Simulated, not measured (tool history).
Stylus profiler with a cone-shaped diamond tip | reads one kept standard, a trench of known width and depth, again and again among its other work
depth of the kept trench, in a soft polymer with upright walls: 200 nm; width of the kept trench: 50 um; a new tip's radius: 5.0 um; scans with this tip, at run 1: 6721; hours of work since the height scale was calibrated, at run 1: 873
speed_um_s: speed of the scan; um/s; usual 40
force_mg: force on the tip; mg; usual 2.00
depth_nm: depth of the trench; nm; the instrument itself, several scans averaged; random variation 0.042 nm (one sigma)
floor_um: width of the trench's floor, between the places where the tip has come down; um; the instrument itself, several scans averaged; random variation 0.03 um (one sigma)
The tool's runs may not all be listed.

run    hour  speed_um_s  force_mg  scans with this tip  hours of work since the height scale was calibrated  depth_nm  floor_um
  1     0.0          40      2.00                 6721                                                  873    201.98     46.34
  2    86.7          40      2.00                 7096                                                  921    201.99     46.31
  3   131.6          40      2.00                 7289                                                  946    202.07     46.25
  4   176.0          40      2.00                 7481                                                  971    202.08     46.25
  5   251.9          40      2.00                 7808                                                 1014    202.10     46.22
  6   310.6          40      2.00                 8062                                                 1047    202.08     46.24
  7   364.1          40      2.00                 8293                                                 1076    202.09     46.18
  8   443.5          40      2.00                 8635                                                 1121    202.16     46.15
  9   502.1          40      2.00                 8888                                                 1154    202.14     46.14
 10   582.3          40      2.00                 9234                                                 1199    202.15     46.11
 11   638.3          40      2.00                 9476                                                 1230    202.14     46.11
 12   685.6          61      2.00                 9680                                                 1257    202.12     46.06
 13   762.4          61      2.00                10012                                                 1300    202.17     45.98
 14   803.1          40      4.95                10187                                                 1322    203.69     46.06
 15   877.9          40      4.95                10510                                                 1364    203.63     46.01
 16   925.3          40      4.95                10715                                                 1391    203.67     46.01
 17   975.4          40      2.00                10931                                                 1419    202.22     45.92
 18  1046.4          40      2.71                11237                                                 1459    202.61     45.93
 19  1118.7          40      2.71                11549                                                 1499    202.76     45.89
 20  1178.0          40      4.34                11805                                                 1532    203.48     45.87
 21  1215.4          40      0.94                11967                                                 1553    201.63     45.78
 22  1258.9          40      0.94                12154                                                 1578    201.60     45.82
     1264.6  -- height scale calibrated on a step standard
 23  1331.3          40      0.94                12465                                                   37    201.85     45.72
 24  1375.2          40      0.94                12654                                                   62    201.85     45.77
 25  1459.2         107      1.99                13017                                                  109    202.46     45.58
 26  1512.5          44      3.52                13247                                                  139    203.36     45.84
 27  1559.2          53      0.93                13448                                                  165    201.92     45.63
 28  1618.1          53      0.93                13702                                                  198    201.86     45.60
 29  1658.2          56      5.29                13876                                                  221    204.16     45.75
 30  1711.0          56      5.29                14104                                                  250    204.19     45.71
     1772.8  -- height scale calibrated on a step standard, once more
 31  1775.9          56      5.29                14381                                                    2    203.28     45.72
 32  1821.2          77      4.24                14577                                                   27    202.75     45.62
 33  1865.9          23      0.76                14770                                                   52    200.77     45.66
 34  1903.3          40      0.67                14931                                                   73    200.78     45.57
 35  1989.4          15      5.38                15303                                                  121    203.34     45.73
 36  2072.6          40      5.12                15662                                                  168    203.23     45.64
 37  2122.1         156      2.42                15876                                                  196    202.04     45.29
 38  2162.4         112      2.96                16050                                                  218    202.29     45.42
 39  2231.4         112      2.96                16347                                                  257    202.28     45.41
 40  2292.5          23      4.05                16611                                                  291    202.79     45.55
 41  2350.7         112      2.53                16862                                                  324    202.11     45.30
 42  2437.2         112      2.53                17235                                                  372    202.15     45.29
 43  2514.6         112      2.53                17569                                                  416    202.21     45.32
 44  2601.1         112      2.53                17943                                                  464    202.19     45.24
 45  2663.6          29      5.86                18213                                                  499    203.72     45.46

How the hidden state differs across the entries between the runs, from the last listed run before each to the first after it:
Between runs 22 and 23: height scale calibrated on a step standard (hour 1264.6)
  radius of the tip, um: 10.27 -> 10.4; height scale over the true one, %: 0.307 -> 0.408
  measured less the result without the state, depth_nm: +0.62 -> +0.83 nm; floor_um: -1.23 -> -1.26 um
Between runs 30 and 31: height scale calibrated on a step standard, once more (hour 1772.8)
  radius of the tip, um: 11.06 -> 11.16; height scale over the true one, %: 0.461 -> -0.042
  measured less the result without the state, depth_nm: +0.94 -> -0.08 nm; floor_um: -1.39 -> -1.40 um

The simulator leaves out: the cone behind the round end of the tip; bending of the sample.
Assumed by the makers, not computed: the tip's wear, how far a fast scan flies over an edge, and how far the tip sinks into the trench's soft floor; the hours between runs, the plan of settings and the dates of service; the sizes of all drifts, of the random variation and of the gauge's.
